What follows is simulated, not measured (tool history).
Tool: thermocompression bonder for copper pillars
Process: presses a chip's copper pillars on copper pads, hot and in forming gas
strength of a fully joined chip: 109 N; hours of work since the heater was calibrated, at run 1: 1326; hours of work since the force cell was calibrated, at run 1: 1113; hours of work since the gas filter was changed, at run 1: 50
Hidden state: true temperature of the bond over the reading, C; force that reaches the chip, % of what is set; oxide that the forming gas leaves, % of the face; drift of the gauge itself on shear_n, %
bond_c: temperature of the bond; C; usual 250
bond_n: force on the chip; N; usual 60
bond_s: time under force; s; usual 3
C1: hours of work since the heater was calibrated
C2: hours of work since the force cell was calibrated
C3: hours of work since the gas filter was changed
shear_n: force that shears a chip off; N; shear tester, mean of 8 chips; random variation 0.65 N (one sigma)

run 1 hour=0 | bond_c=250 bond_n=60 bond_s=3 | C1=1326 C2=1113 C3=50 | shear_n=31.7
run 2 hour=26.1 | bond_c=236 bond_n=60 bond_s=3 | C1=1343 C2=1131 C3=68 | shear_n=22.9
run 3 hour=49.5 | bond_c=231 bond_n=60 bond_s=3 | C1=1359 C2=1146 C3=83 | shear_n=20.8
run 4 hour=80.8 | bond_c=231 bond_n=60 bond_s=3 | C1=1380 C2=1167 C3=104 | shear_n=19.6
run 5 hour=115 | bond_c=231 bond_n=60 bond_s=3 | C1=1402 C2=1190 C3=127 | shear_n=21.1
run 6 hour=141.2 | bond_c=250 bond_n=60 bond_s=3 | C1=1420 C2=1207 C3=144 | shear_n=30.6
-- hour=155 heater calibrated with a thermocouple chip
-- hour=183.4 forming gas filter changed
run 7 hour=186.7 | bond_c=250 bond_n=78 bond_s=3 | C1=21 C2=1236 C3=2 | shear_n=49.2
run 8 hour=209.5 | bond_c=250 bond_n=78 bond_s=3 | C1=36 C2=1251 C3=17 | shear_n=47.2
run 9 hour=257.2 | bond_c=250 bond_n=78 bond_s=3 | C1=68 C2=1282 C3=49 | shear_n=47
run 10 hour=292.7 | bond_c=250 bond_n=78 bond_s=3 | C1=91 C2=1306 C3=73 | shear_n=46.5
run 11 hour=323.3 | bond_c=250 bond_n=78 bond_s=3 | C1=111 C2=1326 C3=93 | shear_n=45.6
run 12 hour=358.7 | bond_c=250 bond_n=78 bond_s=3 | C1=135 C2=1350 C3=116 | shear_n=45.8
run 13 hour=390.1 | bond_c=250 bond_n=78 bond_s=3 | C1=156 C2=1371 C3=137 | shear_n=45
run 14 hour=434 | bond_c=250 bond_n=60 bond_s=3 | C1=185 C2=1400 C3=166 | shear_n=36.2
-- hour=443.3 forming gas filter changed
run 15 hour=482.2 | bond_c=250 bond_n=60 bond_s=3 | C1=217 C2=1432 C3=26 | shear_n=37.4
run 16 hour=520 | bond_c=250 bond_n=60 bond_s=4 | C1=242 C2=1457 C3=51 | shear_n=42.9
run 17 hour=546.5 | bond_c=250 bond_n=60 bond_s=4 | C1=259 C2=1474 C3=69 | shear_n=42.8
run 18 hour=583.6 | bond_c=250 bond_n=60 bond_s=4 | C1=284 C2=1499 C3=93 | shear_n=39.8
run 19 hour=605.4 | bond_c=250 bond_n=53 bond_s=2 | C1=299 C2=1513 C3=108 | shear_n=27.7
run 20 hour=625.7 | bond_c=264 bond_n=37 bond_s=2 | C1=312 C2=1527 C3=121 | shear_n=25.8
run 21 hour=669.9 | bond_c=264 bond_n=37 bond_s=2 | C1=341 C2=1556 C3=151 | shear_n=25
-- hour=701.5 forming gas filter changed
run 22 hour=715.1 | bond_c=264 bond_n=37 bond_s=2 | C1=371 C2=1586 C3=9 | shear_n=26.7
run 23 hour=744.9 | bond_c=264 bond_n=37 bond_s=2 | C1=391 C2=1606 C3=29 | shear_n=27.5
run 24 hour=769.4 | bond_c=246 bond_n=37 bond_s=2 | C1=407 C2=1622 C3=45 | shear_n=17.7
-- hour=802.7 force cell calibrated
run 25 hour=816.1 | bond_c=246 bond_n=37 bond_s=2 | C1=437 C2=9 C3=75 | shear_n=18.6
run 26 hour=850.1 | bond_c=246 bond_n=37 bond_s=2 | C1=460 C2=31 C3=98 | shear_n=18.2
run 27 hour=885.2 | bond_c=246 bond_n=37 bond_s=2 | C1=483 C2=55 C3=121 | shear_n=17.9
run 28 hour=931.6 | bond_c=246 bond_n=37 bond_s=2 | C1=514 C2=86 C3=152 | shear_n=18
-- hour=960.3 forming gas filter changed
run 29 hour=974.2 | bond_c=246 bond_n=37 bond_s=2 | C1=542 C2=114 C3=9 | shear_n=19.5
run 30 hour=998 | bond_c=250 bond_n=87 bond_s=6 | C1=558 C2=129 C3=25 | shear_n=61.5

Forecast run 31:
run 31 hour=1022.4 | bond_c=250 bond_n=87 bond_s=6 | C1=574 C2=146 C3=41 | shear_n=?

{"run 31": {"shear_n": 61.9}}
Without the tool's hidden state the same run would have given shear_n 68.8 N.

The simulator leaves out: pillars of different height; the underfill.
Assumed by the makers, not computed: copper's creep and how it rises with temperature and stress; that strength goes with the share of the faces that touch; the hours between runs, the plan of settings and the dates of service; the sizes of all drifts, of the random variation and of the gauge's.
